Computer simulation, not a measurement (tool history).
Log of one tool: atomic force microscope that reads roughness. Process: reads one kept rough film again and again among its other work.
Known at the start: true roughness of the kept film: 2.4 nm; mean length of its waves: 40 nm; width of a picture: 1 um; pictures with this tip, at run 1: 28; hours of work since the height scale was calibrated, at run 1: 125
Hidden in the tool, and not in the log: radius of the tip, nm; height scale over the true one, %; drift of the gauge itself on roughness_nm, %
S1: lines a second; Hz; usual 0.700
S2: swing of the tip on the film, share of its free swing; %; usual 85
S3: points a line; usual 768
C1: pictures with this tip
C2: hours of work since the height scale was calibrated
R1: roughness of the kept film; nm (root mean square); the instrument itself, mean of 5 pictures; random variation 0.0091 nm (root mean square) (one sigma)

run 1 hour=0.0 | S1=0.700 S2=85 S3=768 | C1=28 C2=125 | R1=2.052
run 2 hour=49.5 | S1=0.700 S2=85 S3=768 | C1=135 C2=158 | R1=2.045
run 3 hour=86.9 | S1=0.700 S2=85 S3=768 | C1=216 C2=183 | R1=2.040
-- hour=130.6 new tip fitted
run 4 hour=132.6 | S1=0.700 S2=85 S3=768 | C1=5 C2=213 | R1=2.053
run 5 hour=156.8 | S1=0.700 S2=85 S3=768 | C1=57 C2=229 | R1=2.040
run 6 hour=198.5 | S1=0.700 S2=85 S3=768 | C1=148 C2=257 | R1=2.053
run 7 hour=223.4 | S1=0.700 S2=85 S3=768 | C1=202 C2=273 | R1=2.051
-- hour=270.3 new tip fitted
run 8 hour=270.4 | S1=0.700 S2=85 S3=768 | C1=0 C2=304 | R1=2.061
run 9 hour=296.2 | S1=0.700 S2=85 S3=768 | C1=56 C2=321 | R1=2.043
run 10 hour=345.3 | S1=0.700 S2=85 S3=768 | C1=163 C2=354 | R1=2.062
run 11 hour=389.7 | S1=0.700 S2=85 S3=768 | C1=259 C2=383 | R1=2.036
-- hour=409.8 new tip fitted
run 12 hour=432.4 | S1=0.700 S2=85 S3=768 | C1=49 C2=411 | R1=2.062
run 13 hour=482.0 | S1=0.700 S2=85 S3=768 | C1=157 C2=444 | R1=2.050
run 14 hour=534.5 | S1=0.700 S2=85 S3=768 | C1=270 C2=479 | R1=2.052
-- hour=551.3 new tip fitted
run 15 hour=557.7 | S1=0.700 S2=85 S3=768 | C1=13 C2=494 | R1=2.044
run 16 hour=603.2 | S1=2.475 S2=85 S3=768 | C1=112 C2=524 | R1=1.659
run 17 hour=654.5 | S1=2.478 S2=85 S3=768 | C1=223 C2=558 | R1=1.660
-- hour=693.8 new tip fitted
run 18 hour=701.3 | S1=2.478 S2=85 S3=768 | C1=17 C2=589 | R1=1.641
run 19 hour=751.1 | S1=1.489 S2=85 S3=768 | C1=125 C2=622 | R1=1.865
run 20 hour=802.5 | S1=1.489 S2=85 S3=768 | C1=236 C2=656 | R1=1.848
-- hour=835.2 new tip fitted
run 21 hour=844.7 | S1=3.141 S2=85 S3=768 | C1=20 C2=684 | R1=1.545
run 22 hour=872.9 | S1=3.141 S2=85 S3=768 | C1=81 C2=703 | R1=1.549
run 23 hour=905.6 | S1=0.700 S2=61 S3=768 | C1=152 C2=724 | R1=2.188
run 24 hour=942.3 | S1=0.700 S2=85 S3=316 | C1=232 C2=749 | R1=2.028
-- hour=975.3 new tip fitted
run 25 hour=996.2 | S1=0.700 S2=85 S3=768 | C1=45 C2=784 | R1=2.038
run 26 hour=1027.0 | S1=0.932 S2=85 S3=768 | C1=112 C2=805 | R1=1.997
run 27 hour=1066.6 | S1=0.932 S2=85 S3=768 | C1=198 C2=831 | R1=1.977
run 28 hour=1094.8 | S1=0.559 S2=85 S3=257 | C1=259 C2=850 | R1=2.053
-- hour=1116.2 new tip fitted
run 29 hour=1124.2 | S1=1.284 S2=73 S3=710 | C1=18 C2=869 | R1=2.052
run 30 hour=1146.6 | S1=1.687 S2=73 S3=710 | C1=66 C2=884 | R1=1.987
run 31 hour=1190.1 | S1=3.069 S2=73 S3=932 | C1=160 C2=913 | R1=1.819
run 32 hour=1235.0 | S1=3.069 S2=73 S3=932 | C1=258 C2=943 | R1=1.807
-- hour=1256.9 new tip fitted
run 33 hour=1278.4 | S1=1.152 S2=73 S3=573 | C1=47 C2=971 | R1=2.067
run 34 hour=1310.7 | S1=1.581 S2=87 S3=418 | C1=117 C2=992 | R1=1.797
run 35 hour=1353.4 | S1=0.826 S2=60 S3=796 | C1=209 C2=1021 | R1=2.204
run 36 hour=1380.3 | S1=0.826 S2=60 S3=796 | C1=267 C2=1039 | R1=2.195
-- hour=1399.4 new tip fitted
run 37 hour=1410.0 | S1=0.575 S2=60 S3=796 | C1=23 C2=1058 | R1=2.238
run 38 hour=1454.9 | S1=1.535 S2=61 S3=703 | C1=120 C2=1088 | R1=2.150
run 39 hour=1479.3 | S1=1.535 S2=61 S3=703 | C1=173 C2=1104 | R1=2.131
run 40 hour=1512.0 | S1=3.382 S2=88 S3=703 | C1=244 C2=1126 | R1=1.435
-- hour=1540.8 new tip fitted
run 41 hour=1564.0 | S1=3.382 S2=88 S3=703 | C1=50 C2=1160 | R1=1.457
run 42 hour=1586.5 | S1=3.382 S2=88 S3=703 | C1=99 C2=1175 | R1=1.437
run 43 hour=1639.1 | S1=1.014 S2=84 S3=773 | C1=213 C2=1210 | R1=1.972
run 44 hour=1667.3 | S1=2.553 S2=85 S3=281 | C1=274 C2=1229 | R1=1.629
-- hour=1682.7 new tip fitted
run 45 hour=1716.7 | S1=0.946 S2=85 S3=990 | C1=74 C2=1261 | R1=1.986
run 46 hour=1763.5 | S1=1.251 S2=71 S3=259 | C1=175 C2=1292 | R1=2.063
run 47 hour=1791.9 | S1=1.251 S2=71 S3=259 | C1=237 C2=1311 | R1=2.068
-- hour=1823.7 new tip fitted
run 48 hour=1827.2 | S1=3.194 S2=84 S3=259 | C1=7 C2=1334 | R1=1.548
run 49 hour=1851.8 | S1=0.700 S2=64 S3=484 | C1=61 C2=1351 | R1=2.194
run 50 hour=1901.9 | S1=1.858 S2=85 S3=457 | C1=169 C2=1384 | R1=1.782
run 51 hour=1946.9 | S1=1.858 S2=85 S3=457 | C1=267 C2=1414 | R1=1.767
-- hour=1965.2 new tip fitted
run 52 hour=1993.0 | S1=1.858 S2=85 S3=457 | C1=60 C2=1444 | R1=1.771

3 ways to go on from here, each from the tool as it stands after run 52. What would each give?
run A hour=2023.3 | S1=1.858 S2=74 S3=457 | C1=126 C2=1464 | R1=?
run B hour=2023.3 | S1=0.700 S2=60 S3=1013 | C1=126 C2=1464 | R1=?
run C hour=2023.3 | S1=0.700 S2=64 S3=554 | C1=126 C2=1464 | R1=?

run=A R1=1.953
run=B R1=2.215
run=C R1=2.196
Without the tool's hidden state the same runs would have given:
run=A R1=1.955
run=B R1=2.217
run=C R1=2.198
